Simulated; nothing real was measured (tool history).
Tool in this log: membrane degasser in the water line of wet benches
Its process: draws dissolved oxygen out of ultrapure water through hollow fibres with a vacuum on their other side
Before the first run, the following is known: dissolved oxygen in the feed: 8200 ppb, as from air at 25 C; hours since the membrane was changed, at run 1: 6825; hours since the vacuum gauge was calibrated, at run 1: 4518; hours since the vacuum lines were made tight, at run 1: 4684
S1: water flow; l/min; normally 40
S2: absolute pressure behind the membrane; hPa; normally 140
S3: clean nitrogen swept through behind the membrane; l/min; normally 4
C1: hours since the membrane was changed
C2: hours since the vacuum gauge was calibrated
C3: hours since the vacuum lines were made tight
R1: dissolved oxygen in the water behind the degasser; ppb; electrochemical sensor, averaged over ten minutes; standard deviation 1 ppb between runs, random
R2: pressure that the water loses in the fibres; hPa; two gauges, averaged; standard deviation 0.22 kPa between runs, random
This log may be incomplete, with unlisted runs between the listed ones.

run    hour  S1   S2     S3     C1    C2    C3      R1     R2
  1       0  40  140      4   6825  4518  4684   260.9  529.1
  2   109.1  40  140      4   6934  4627  4794   260.2  527.5
  3   186.1  40  140      4   7011  4704  4871   261.3  527.7
  4     359  40  140      4   7184  4877  5043   262.1  529.8
  5   505.8  40  140      4   7331  5024  5190   261.6  529.4
  6   683.4  40  140      4   7508  5201  5368   262.1  529.2
  7   785.1  40  140      4   7610  5303  5470     261    531
  8   909.1  40  140      4   7734  5427  5594     262  527.5
  9  1016.5  40  140      4   7842  5534  5701   263.1  530.7
 10  1102.5  40  140      4   7928  5620  5787   263.3  524.2
 11  1230.7  40  140      4   8056  5748  5915   262.9  530.8
 12  1343.7  40  140      4   8169  5861  6028   263.6  531.8
 13    1486  40  140      4   8311  6004  6170   264.2  532.5
 14  1624.1  40  140      4   8449  6142  6309   261.6    534
 15  1814.2  40  238      4   8639  6332  6499   477.2    532
 16  1966.3  40  238      4   8791  6484  6651   475.9  536.2
 17  2070.4  56  238      4   8895  6588  6755   653.4  746.2
 18  2174.4  46  281   6.17   8999  6692  6859   441.3    606
 19  2356.9  51  224    6.1   9182  6875  7041     391  679.5
 20    2456  39   96   9.56   9281  6974  7141    71.8    521
     2546.5  -- vacuum gauge calibrated
 21  2641.1  30   96   9.56   9466    95  7325    50.6  394.5
 22  2736.1  40  140   2.23   9561   190  7420   424.2    534
 23  2865.3  40  140   2.23   9690   319  7549   425.4  535.1
 24  3030.3  40  184   1.85   9855   484  7714   677.8    533
 25  3166.9  40  184   1.85   9991   620  7851   682.7  533.9
 26  3346.7  36  300   5.28  10171   800  8031   426.5  479.4
 27  3511.3  28  140      4  10336   965  8195   183.4  373.3
 28  3662.5  41  140      4  10487  1116  8347   262.7  546.5
 29    3824  56  307   2.36  10649  1278  8508  1250.9    751
 30    4003  40  303   5.01  10828  1457  8687   502.7  535.5
 31  4169.7  40   98  10.03  10994  1623  8854    69.9  534.1
 32  4319.8  46  110   8.35  11144  1773  9004   114.7  618.7

Predict each of these 3 candidate next runs independently; none follows another, all start after run 32:
  A  4421.8  46  185  2.16  11246  1875  9106   ?   ?
  B  4421.8  30  284     4  11246  1875  9106   ?   ?
  C  4421.8  62   89   5.2  11246  1875  9106   ?   ?

run     R1     R2
  A  689.4  616.2
  B  441.3  400.8
  C  199.1  827.9
With the hidden condition removed and each run's random variation left untouched, the same runs would have given:
run     R1     R2
  A    678    596
  B  430.8  387.7
  C  188.5  800.8
